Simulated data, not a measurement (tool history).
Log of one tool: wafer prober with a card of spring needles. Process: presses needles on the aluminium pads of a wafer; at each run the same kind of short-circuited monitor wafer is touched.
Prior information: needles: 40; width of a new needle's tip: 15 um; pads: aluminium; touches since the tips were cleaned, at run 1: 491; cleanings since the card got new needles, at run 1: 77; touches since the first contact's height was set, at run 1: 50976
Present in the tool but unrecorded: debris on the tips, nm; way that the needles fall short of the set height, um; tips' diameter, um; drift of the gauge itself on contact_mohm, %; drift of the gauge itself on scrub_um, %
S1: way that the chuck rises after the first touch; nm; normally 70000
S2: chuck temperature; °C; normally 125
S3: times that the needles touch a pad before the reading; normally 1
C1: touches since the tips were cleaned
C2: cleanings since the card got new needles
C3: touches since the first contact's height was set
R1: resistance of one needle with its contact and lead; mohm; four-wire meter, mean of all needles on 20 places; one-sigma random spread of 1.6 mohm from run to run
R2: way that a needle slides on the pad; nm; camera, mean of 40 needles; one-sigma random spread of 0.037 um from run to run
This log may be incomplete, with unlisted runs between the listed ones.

Run 1, hour 0.0: usual settings; C1 491; C2 77; C3 50976. Result: R1 175 mohm, R2 14880 nm.
At hour 5.8: tips cleaned on abrasive film.
At hour 11.6: tips cleaned on abrasive film.
At hour 18.8: tips cleaned on abrasive film.
At hour 26.0: tips cleaned on abrasive film.
At hour 33.2: tips cleaned on abrasive film.
At hour 40.4: tips cleaned on abrasive film.
At hour 46.2: tips cleaned on abrasive film.
At hour 53.4: tips cleaned on abrasive film.
Run 2, hour 54.3: usual settings; C1 450; C2 85; C3 78497. Result: R1 177 mohm, R2 14680 nm.
At hour 60.1: tips cleaned on abrasive film.
At hour 65.9: tips cleaned on abrasive film.
At hour 73.1: tips cleaned on abrasive film.
At hour 80.3: tips cleaned on abrasive film.
At hour 86.1: tips cleaned on abrasive film.
At hour 91.9: tips cleaned on abrasive film.
At hour 99.1: tips cleaned on abrasive film.
At hour 106.3: tips cleaned on abrasive film.
At hour 106.6: height of the first contact set anew.
Run 3, hour 106.9: usual settings; C1 153; C2 93; C3 153. Result: R1 160 mohm, R2 15190 nm.
At hour 112.7: tips cleaned on abrasive film.
At hour 119.9: tips cleaned on abrasive film.
At hour 127.2: tips cleaned on abrasive film.
At hour 132.9: tips cleaned on abrasive film.
At hour 140.2: tips cleaned on abrasive film.
At hour 146.0: tips cleaned on abrasive film.
At hour 151.8: tips cleaned on abrasive film.
Run 4, hour 151.8: usual settings but S2 118 °C; C1 0; C2 100; C3 22859. Result: R1 156 mohm, R2 15130 nm.
At hour 157.6: tips cleaned on abrasive film.
At hour 163.4: tips cleaned on abrasive film.
At hour 170.6: tips cleaned on abrasive film.
At hour 177.8: tips cleaned on abrasive film.
At hour 183.6: tips cleaned on abrasive film.
At hour 190.9: tips cleaned on abrasive film.
At hour 198.1: tips cleaned on abrasive film.
At hour 205.3: tips cleaned on abrasive film.
At hour 211.1: tips cleaned on abrasive film.
At hour 216.9: tips cleaned on abrasive film.
At hour 222.7: tips cleaned on abrasive film.
At hour 229.9: tips cleaned on abrasive film.
At hour 235.7: tips cleaned on abrasive film.
Run 5, hour 238.7: usual settings but S2 118 °C; C1 1540; C2 113; C3 66858. Result: R1 199 mohm, R2 14750 nm.
At hour 241.6: tips cleaned on abrasive film.
At hour 248.8: tips cleaned on abrasive film.
At hour 256.0: tips cleaned on abrasive film.
At hour 263.2: tips cleaned on abrasive film.
At hour 270.5: tips cleaned on abrasive film.
At hour 277.7: tips cleaned on abrasive film.
At hour 283.5: tips cleaned on abrasive film.
At hour 290.7: tips cleaned on abrasive film.
At hour 296.5: tips cleaned on abrasive film.
At hour 302.3: tips cleaned on abrasive film.
At hour 309.5: tips cleaned on abrasive film.
At hour 314.0: height of the first contact set anew.
At hour 317.0: tips cleaned on abrasive film.
At hour 322.8: tips cleaned on abrasive film.
Run 6, hour 327.2: usual settings but S2 118 °C; C1 2259; C2 126; C3 6650. Result: R1 233 mohm, R2 15130 nm.
At hour 328.7: tips cleaned on abrasive film.
At hour 335.9: tips cleaned on abrasive film.
At hour 343.1: tips cleaned on abrasive film.
At hour 348.9: tips cleaned on abrasive film.
At hour 356.1: tips cleaned on abrasive film.
At hour 363.4: tips cleaned on abrasive film.
At hour 370.6: tips cleaned on abrasive film.
At hour 376.4: tips cleaned on abrasive film.
At hour 383.6: tips cleaned on abrasive film.
At hour 390.8: tips cleaned on abrasive film.
At hour 398.0: tips cleaned on abrasive film.
Run 7, hour 403.2: usual settings; C1 2690; C2 137; C3 45198. Result: R1 246 mohm, R2 14950 nm.
At hour 404.8: tips cleaned on abrasive film.
At hour 412.0: tips cleaned on abrasive film.
At hour 417.8: tips cleaned on abrasive film.
At hour 425.0: tips cleaned on abrasive film.
At hour 430.8: tips cleaned on abrasive film.
At hour 436.6: tips cleaned on abrasive film.
At hour 443.8: tips cleaned on abrasive film.
At hour 449.6: tips cleaned on abrasive film.
At hour 456.8: tips cleaned on abrasive film.
At hour 464.0: tips cleaned on abrasive film.
At hour 469.8: tips cleaned on abrasive film.
At hour 475.6: tips cleaned on abrasive film.
At hour 481.4: tips cleaned on abrasive film.
At hour 488.6: tips cleaned on abrasive film.
Run 8, hour 493.1: usual settings; C1 2346; C2 151; C3 90711. Result: R1 246 mohm, R2 14710 nm.
At hour 494.7: tips cleaned on abrasive film.
At hour 500.5: tips cleaned on abrasive film.
At hour 507.7: tips cleaned on abrasive film.
At hour 514.9: tips cleaned on abrasive film.
At hour 520.7: tips cleaned on abrasive film.
At hour 521.0: height of the first contact set anew.
At hour 528.2: tips cleaned on abrasive film.
At hour 534.0: tips cleaned on abrasive film.
At hour 541.2: tips cleaned on abrasive film.
At hour 548.2: tips cleaned on abrasive film.
Run 9, hour 548.2: usual settings but S1 83000 nm, S2 70 °C; C1 0; C2 160; C3 13771. Result: R1 157 mohm, R2 17950 nm.
At hour 555.4: tips cleaned on abrasive film.
At hour 562.6: tips cleaned on abrasive film.
At hour 568.4: tips cleaned on abrasive film.
At hour 572.7: tips cleaned on abrasive film, once more.
At hour 580.0: tips cleaned on abrasive film.
At hour 592.0: card fitted with new needles.
At hour 597.8: tips cleaned on abrasive film.
At hour 605.0: tips cleaned on abrasive film.
Run 10, hour 606.1: usual settings but S1 83000 nm, S2 70 °C; C1 591; C2 2; C3 7176. Result: R1 160 mohm, R2 17990 nm.
At hour 611.9: tips cleaned on abrasive film.
At hour 617.7: tips cleaned on abrasive film.
At hour 623.5: tips cleaned on abrasive film.
At hour 630.7: tips cleaned on abrasive film.
At hour 636.5: tips cleaned on abrasive film.
At hour 642.3: tips cleaned on abrasive film.
At hour 649.5: tips cleaned on abrasive film.
At hour 655.3: tips cleaned on abrasive film.
At hour 661.1: tips cleaned on abrasive film.
At hour 668.3: tips cleaned on abrasive film.
At hour 675.5: tips cleaned on abrasive film.
At hour 681.3: tips cleaned on abrasive film.
At hour 688.5: tips cleaned on abrasive film.
At hour 695.7: tips cleaned on abrasive film.
At hour 701.9: tips cleaned on abrasive film.
Run 11, hour 701.9: usual settings but S1 83000 nm, S2 70 °C; C1 0; C2 17; C3 55636. Result: R1 151 mohm, R2 17690 nm.
At hour 709.1: tips cleaned on abrasive film.
At hour 716.3: tips cleaned on abrasive film.
At hour 722.1: tips cleaned on abrasive film.
At hour 729.3: tips cleaned on abrasive film.
At hour 735.1: tips cleaned on abrasive film.
At hour 742.3: tips cleaned on abrasive film.
At hour 749.5: tips cleaned on abrasive film.
At hour 755.3: tips cleaned on abrasive film.
Run 12, hour 755.6: usual settings but S1 83000 nm, S2 41 °C; C1 181; C2 25; C3 82888. Result: R1 148 mohm, R2 17530 nm.
At hour 761.4: tips cleaned on abrasive film.
At hour 767.2: tips cleaned on abrasive film.
At hour 774.4: tips cleaned on abrasive film.
At hour 781.7: tips cleaned on abrasive film.
At hour 788.9: tips cleaned on abrasive film.
At hour 796.1: tips cleaned on abrasive film.
At hour 799.2: height of the first contact set anew.
At hour 803.6: tips cleaned on abrasive film.
At hour 810.8: tips cleaned on abrasive film.
At hour 816.6: tips cleaned on abrasive film.
At hour 823.8: tips cleaned on abrasive film.
At hour 829.6: tips cleaned on abrasive film.
At hour 836.8: tips cleaned on abrasive film.
At hour 842.6: tips cleaned on abrasive film.
At hour 849.8: tips cleaned on abrasive film.
Run 13, hour 850.2: usual settings but S1 87000 nm, S3 2; C1 212; C2 39; C3 25820. Result: R1 155 mohm, R2 18750 nm.
At hour 856.0: tips cleaned on abrasive film.
At hour 861.8: tips cleaned on abrasive film.
At hour 867.6: tips cleaned on abrasive film.
At hour 874.8: tips cleaned on abrasive film.
At hour 880.6: tips cleaned on abrasive film.
At hour 886.4: tips cleaned on abrasive film.
At hour 893.6: tips cleaned on abrasive film.
At hour 900.8: tips cleaned on abrasive film.
At hour 906.6: tips cleaned on abrasive film.
At hour 913.9: tips cleaned on abrasive film.
At hour 921.1: tips cleaned on abrasive film.
At hour 928.3: tips cleaned on abrasive film.
At hour 935.5: tips cleaned on abrasive film.
Run 14, hour 937.4: usual settings but S2 31 °C, S3 2; C1 1004; C2 52; C3 69992. Result: R1 161 mohm, R2 14760 nm.
At hour 941.8: tips cleaned on abrasive film.
At hour 947.6: tips cleaned on abrasive film.
At hour 954.8: tips cleaned on abrasive film.
At hour 960.6: tips cleaned on abrasive film.
At hour 967.8: tips cleaned on abrasive film.
At hour 975.0: tips cleaned on abrasive film.
At hour 982.3: tips cleaned on abrasive film.
At hour 989.5: tips cleaned on abrasive film.
At hour 995.3: tips cleaned on abrasive film.
At hour 1002.5: tips cleaned on abrasive film.
At hour 1005.6: height of the first contact set anew.
At hour 1008.6: tips cleaned on abrasive film.
At hour 1015.8: tips cleaned on abrasive film.
Run 15, hour 1020.4: usual settings but S1 74000 nm, S2 39 °C, S3 2; C1 2384; C2 64; C3 7505. Result: R1 177 mohm, R2 16050 nm.
At hour 1021.9: tips cleaned on abrasive film.
At hour 1027.7: tips cleaned on abrasive film.
At hour 1034.9: tips cleaned on abrasive film.
At hour 1042.2: tips cleaned on abrasive film.
At hour 1047.9: tips cleaned on abrasive film.
At hour 1053.7: tips cleaned on abrasive film.
At hour 1061.0: tips cleaned on abrasive film.
At hour 1068.2: tips cleaned on abrasive film.
At hour 1074.0: tips cleaned on abrasive film.
At hour 1081.2: tips cleaned on abrasive film.
At hour 1087.0: tips cleaned on abrasive film.
At hour 1094.2: tips cleaned on abrasive film.
At hour 1100.0: tips cleaned on abrasive film.
At hour 1105.8: tips cleaned on abrasive film.
At hour 1113.0: tips cleaned on abrasive film.
Run 16, hour 1113.2: usual settings but S1 75000 nm, S2 27 °C, S3 2; C1 115; C2 79; C3 54448. Result: R1 144 mohm, R2 15930 nm.

Difference, measured minus no-hidden-state, one row per run. Run-to-run variation is common to both terms; the gauge's own scatter need not be:
run   R1    R2
  1  +24  -330
  2  +24  -540
  3  +12    +0
  4   +8  -140
  5  +52  -410
  6  +82   -40
  7  +93  -240
  8  +94  -520
  9  +13   -70
 10  +19   -40
 11   +8  -310
 12  +10  -480
 13   +7  -160
 14  +25  -410
 15  +40   -40
 16  +10  -350

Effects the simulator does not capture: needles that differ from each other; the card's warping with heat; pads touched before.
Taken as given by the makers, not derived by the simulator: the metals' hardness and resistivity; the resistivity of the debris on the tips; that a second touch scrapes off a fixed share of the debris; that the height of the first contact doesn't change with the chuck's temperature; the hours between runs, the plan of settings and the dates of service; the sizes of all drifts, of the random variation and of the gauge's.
